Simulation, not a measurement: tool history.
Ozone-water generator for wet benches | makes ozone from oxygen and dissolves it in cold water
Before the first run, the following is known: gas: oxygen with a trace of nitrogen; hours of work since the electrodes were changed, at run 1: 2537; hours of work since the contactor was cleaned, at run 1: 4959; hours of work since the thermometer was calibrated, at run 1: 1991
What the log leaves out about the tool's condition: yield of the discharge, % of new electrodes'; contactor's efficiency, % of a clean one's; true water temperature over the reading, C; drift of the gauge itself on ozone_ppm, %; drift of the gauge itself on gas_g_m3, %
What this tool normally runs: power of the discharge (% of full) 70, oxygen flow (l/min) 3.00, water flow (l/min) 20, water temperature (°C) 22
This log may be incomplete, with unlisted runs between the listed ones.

run    hour  power of the discharge (% of full)  oxygen flow (l/min)  water flow (l/min)  water temperature (°C)  hours of work since the electrodes were changed  hours of work since the contactor was cleaned  hours of work since the thermometer was calibrated  dissolved ozone (ppm)  ozone in the gas ahead of the water (g/m3)
  1     0.0                                  70                 3.00                  20                      22                                             2537                                           4959                                                1991                   13.3                                       229.3
  2   121.4                                  70                 3.00                  20                      22                                             2625                                           5046                                                2079                   13.0                                       223.3
  3   282.3                                  70                 2.99                  20                      22                                             2742                                           5163                                                2195                   13.4                                       225.9
  4   446.3                                  70                 2.99                  20                      22                                             2860                                           5281                                                2314                   13.1                                       224.1
  5   573.7                                  70                 3.00                  20                      30                                             2952                                           5373                                                2406                   11.8                                       224.3
  6   759.3                                  70                 3.00                  20                      30                                             3086                                           5508                                                2540                   11.6                                       222.6
  7   970.3                                  70                 3.00                  20                      30                                             3239                                           5660                                                2692                   11.6                                       219.6
  8  1156.8                                  70                 3.00                  20                      30                                             3374                                           5795                                                2827                   11.5                                       221.0
  9  1298.6                                  70                 3.00                  20                      30                                             3476                                           5898                                                2930                   11.5                                       217.9
 10  1482.8                                  70                 3.00                  20                      22                                             3610                                           6031                                                3063                   12.7                                       219.6
 11  1578.4                                  70                 3.00                  20                      22                                             3679                                           6100                                                3132                   12.3                                       217.7
 12  1693.7                                  70                 3.00                  20                      22                                             3762                                           6183                                                3215                   12.3                                       216.1
 13  1844.1                                  70                 3.00                  20                      22                                             3871                                           6292                                                3324                   12.4                                       215.9
 14  1973.2                                  70                 3.00                  20                      22                                             3964                                           6385                                                3418                   12.3                                       212.5
 15  2140.7                                  46                 4.65                  26                      22                                             4085                                           6506                                                3539                    7.4                                       129.6
     2203.2  -- contactor cleaned
 16  2269.5                                  46                 4.65                  26                      22                                             4175                                             48                                                3629                    8.7                                       129.2
 17  2458.8                                  40                 3.06                  26                      22                                             4312                                            185                                                3766                    7.1                                       137.3
 18  2659.7                                  40                 3.06                  26                      22                                             4458                                            330                                                3911                    7.0                                       138.5
 19  2868.3                                  40                 3.06                  26                      22                                             4608                                            481                                                4062                    7.0                                       137.9
 20  3051.4                                  64                 2.48                  23                      22                                             4741                                            613                                                4194                   10.4                                       212.8
 21  3189.2                                  76                 1.50                  23                      23                                             4840                                            713                                                4294                    9.9                                       293.4
 22  3403.9                                  76                 1.50                  23                      23                                             4996                                            868                                                4449                    9.7                                       293.3
 23  3533.1                                  70                 3.00                  20                      16                                             5089                                            962                                                4543                   13.8                                       204.0

For run 24, what comes out?
 24  3693.8                                  70                 3.00                  20                      16                                             5205                                           1078                                                4659                      ?                                           ?

dissolved ozone (ppm): 13.5
ozone in the gas ahead of the water (g/m3): 203.4
Were there no unlogged condition in the tool, this run, its random variation unchanged, would have produced dissolved ozone (ppm) 16.8, ozone in the gas ahead of the water (g/m3) 247.9.

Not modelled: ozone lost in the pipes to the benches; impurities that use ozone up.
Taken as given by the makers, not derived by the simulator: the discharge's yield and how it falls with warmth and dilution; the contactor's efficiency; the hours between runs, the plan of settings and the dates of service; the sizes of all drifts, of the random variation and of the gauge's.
